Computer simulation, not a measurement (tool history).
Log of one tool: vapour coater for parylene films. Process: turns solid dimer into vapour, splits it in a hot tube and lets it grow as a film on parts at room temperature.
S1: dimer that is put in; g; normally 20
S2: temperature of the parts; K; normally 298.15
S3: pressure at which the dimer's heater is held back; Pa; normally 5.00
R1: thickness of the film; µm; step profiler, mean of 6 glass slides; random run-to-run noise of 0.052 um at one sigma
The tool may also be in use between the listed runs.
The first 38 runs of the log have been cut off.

{"run": 39, "day": 49.246, "S1": 20, "S2": 298.15, "S3": 10.6, "R1": 5.25}
{"run": 40, "day": 49.992, "S1": 11, "S2": 306.15, "S3": 2.95, "R1": 2.36}
{"run": 41, "day": 51.342, "S1": 20, "S2": 298.15, "S3": 7.32, "R1": 5.41}
{"run": 42, "day": 53.121, "S1": 20, "S2": 298.15, "S3": 7.32, "R1": 5.38}
{"run": 43, "day": 54.492, "S1": 17, "S2": 298.15, "S3": 5.94, "R1": 4.64}
{"run": 44, "day": 56.275, "S1": 11, "S2": 296.15, "S3": 3.09, "R1": 3.47}
{"run": 45, "day": 57.633, "S1": 11, "S2": 296.15, "S3": 3.09, "R1": 3.45}
{"run": 46, "day": 59.417, "S1": 9, "S2": 300.15, "S3": 8.66, "R1": 2.1}
{"run": 47, "day": 61.167, "S1": 9, "S2": 300.15, "S3": 8.66, "R1": 2.13}

Here are 4 independent what-if runs from the current tool condition. What would each one return?
{"run": "A", "day": 61.892, "S1": 9, "S2": 294.15, "S3": 8.66, "R1": "?"}
{"run": "B", "day": 61.892, "S1": 11, "S2": 298.15, "S3": 5.0, "R1": "?"}
{"run": "C", "day": 61.892, "S1": 13, "S2": 298.15, "S3": 5.0, "R1": "?"}
{"run": "D", "day": 61.892, "S1": 28, "S2": 300.15, "S3": 5.24, "R1": "?"}

run=A R1=2.73
run=B R1=2.92
run=C R1=3.47
run=D R1=6.82
Stripped of hidden state, with their random variation kept, the same runs would have yielded:
run=A R1=3.02
run=B R1=3.24
run=C R1=3.85
run=D R1=7.56
